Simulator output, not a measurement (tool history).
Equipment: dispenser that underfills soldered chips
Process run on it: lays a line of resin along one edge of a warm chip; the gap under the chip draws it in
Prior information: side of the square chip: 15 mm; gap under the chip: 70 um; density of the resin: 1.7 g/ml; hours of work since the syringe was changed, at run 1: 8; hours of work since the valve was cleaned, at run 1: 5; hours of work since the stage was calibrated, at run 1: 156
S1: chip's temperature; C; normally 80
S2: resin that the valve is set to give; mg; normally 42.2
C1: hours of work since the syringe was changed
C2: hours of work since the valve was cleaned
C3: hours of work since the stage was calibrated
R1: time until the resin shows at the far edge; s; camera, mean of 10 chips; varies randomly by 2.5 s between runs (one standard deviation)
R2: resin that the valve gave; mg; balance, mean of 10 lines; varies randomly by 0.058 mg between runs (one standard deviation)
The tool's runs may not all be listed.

Run 1, day 0: usual settings; C1 8; C2 5; C3 156. Result: R1 386.7 s, R2 42.07 mg.
At day 0.242: new syringe of resin.
Run 2, day 0.392: usual settings; C1 2; C2 11; C3 162. Result: R1 271.9 s, R2 41.86 mg.
Run 3, day 0.762: usual settings but S1 84 C; C1 8; C2 16; C3 167. Result: R1 329.3 s, R2 41.63 mg.
At day 0.971: new syringe of resin.
Run 4, day 1.208: usual settings; C1 4; C2 23; C3 174. Result: R1 295.8 s, R2 41.61 mg.
Run 5, day 1.617: usual settings; C1 10; C2 29; C3 180. Result: R1 437.3 s, R2 41.47 mg.
At day 1.7: new syringe of resin.
Run 6, day 1.962: usual settings; C1 4; C2 34; C3 185. Result: R1 307.6 s, R2 41.42 mg.
Run 7, day 2.392: usual settings; C1 10; C2 40; C3 192. Result: R1 465.5 s, R2 41.29 mg.
At day 2.467: new syringe of resin.
At day 2.546: dispensing valve cleaned and set on the balance.
Run 8, day 2.75: usual settings; C1 4; C2 3; C3 196. Result: R1 289.7 s, R2 42.27 mg.
Run 9, day 2.996: usual settings but S1 81 C; C1 7; C2 7; C3 200. Result: R1 358 s, R2 42.08 mg.
At day 3.246: new syringe of resin.
Run 10, day 3.271: usual settings; C1 0; C2 11; C3 204. Result: R1 241 s, R2 42.02 mg.
Run 11, day 3.567: usual settings; C1 5; C2 15; C3 208. Result: R1 321.4 s, R2 41.93 mg.
Run 12, day 3.942: usual settings; C1 10; C2 21; C3 214. Result: R1 465.9 s, R2 41.74 mg.
At day 4: new syringe of resin.
Run 13, day 4.304: usual settings; C1 5; C2 26; C3 219. Result: R1 315.9 s, R2 41.65 mg.
At day 4.742: new syringe of resin.
Run 14, day 4.817: usual settings; C1 1; C2 34; C3 227. Result: R1 251.6 s, R2 41.63 mg.
Run 15, day 5.162: usual settings; C1 6; C2 39; C3 232. Result: R1 345.7 s, R2 41.5 mg.
At day 5.412: dispensing valve cleaned and set on the balance.
At day 5.521: new syringe of resin.
Run 16, day 5.65: usual settings but S1 71 C; C1 2; C2 3; C3 239. Result: R1 397 s, R2 42.15 mg.
Run 17, day 6.025: usual settings; C1 8; C2 9; C3 244. Result: R1 373.4 s, R2 42.07 mg.
At day 6.283: new syringe of resin.
Run 18, day 6.379: usual settings but S1 88 C, S2 36.8 mg; C1 1; C2 14; C3 249. Result: R1 179.8 s, R2 36.56 mg.
Run 19, day 6.871: usual settings but S1 88 C, S2 36.8 mg; C1 9; C2 22; C3 257. Result: R1 288 s, R2 36.5 mg.
At day 7.046: new syringe of resin.
Run 20, day 7.325: usual settings but S1 71 C, S2 37 mg; C1 4; C2 28; C3 263. Result: R1 471.8 s, R2 36.47 mg.
At day 7.788: new syringe of resin.
Run 21, day 7.862: usual settings but S1 95 C, S2 41.7 mg; C1 1; C2 36; C3 271. Result: R1 124.1 s, R2 40.99 mg.
Run 22, day 8.179: usual settings but S1 72 C, S2 41.7 mg; C1 6; C2 41; C3 276. Result: R1 497 s, R2 40.95 mg.
At day 8.292: dispensing valve cleaned and set on the balance.
At day 8.562: new syringe of resin.
Run 23, day 8.712: usual settings but S1 76 C, S2 46.3 mg; C1 2; C2 6; C3 283. Result: R1 320.3 s, R2 46.34 mg.
Run 24, day 9.121: usual settings but S1 76 C, S2 46.3 mg; C1 8; C2 12; C3 289. Result: R1 477.6 s, R2 46.2 mg.
At day 9.304: new syringe of resin.
Run 25, day 9.5: usual settings but S1 79 C, S2 52.1 mg; C1 3; C2 18; C3 295. Result: R1 293.4 s, R2 51.76 mg.
Run 26, day 9.762: usual settings but S1 79 C, S2 52.1 mg; C1 7; C2 22; C3 299. Result: R1 372.3 s, R2 51.65 mg.
At day 10.062: new syringe of resin.
Run 27, day 10.233: usual settings but S1 93 C, S2 36.9 mg; C1 3; C2 29; C3 306. Result: R1 146.9 s, R2 36.48 mg.
Run 28, day 10.738: usual settings but S1 76 C, S2 51.2 mg; C1 10; C2 36; C3 313. Result: R1 504 s, R2 50.49 mg.
At day 10.804: new syringe of resin.
Run 29, day 10.971: usual settings but S1 77 C, S2 44.6 mg; C1 3; C2 40; C3 317. Result: R1 305.8 s, R2 43.82 mg.
At day 11.171: dispensing valve cleaned and set on the balance.
Run 30, day 11.508: usual settings but S1 77 C, S2 44.6 mg; C1 10; C2 5; C3 324. Result: R1 481.5 s, R2 44.56 mg.
At day 11.612: new syringe of resin.
Run 31, day 11.983: usual settings but S1 77 C, S2 44.6 mg; C1 6; C2 12; C3 331. Result: R1 370.3 s, R2 44.31 mg.
At day 12.354: new syringe of resin.
Run 32, day 12.4: usual settings but S1 69 C, S2 40.9 mg; C1 1; C2 18; C3 337. Result: R1 386.9 s, R2 40.5 mg.

Consider 3 possible next runs. They are alternatives, not a sequence: every one starts from the tool as it was left by run 32. What does each give?
Run A, day 12.696: usual settings but S1 74 C, S2 42.7 mg; C1 5; C2 23; C3 342. Result: R1 ?, R2 ?.
Run B, day 12.696: usual settings but S1 86 C, S2 38.3 mg; C1 5; C2 23; C3 342. Result: R1 ?, R2 ?.
Run C, day 12.696: usual settings but S1 85 C, S2 39.2 mg; C1 5; C2 23; C3 342. Result: R1 ?, R2 ?.

run     R1     R2
  A  411.6  42.17
  B  236.1   37.9
  C  247.9  38.79
With no hidden state in the tool, these same runs would have given:
run     R1     R2
  A  337.6  42.63
  B  191.9  38.31
  C  201.7  39.21
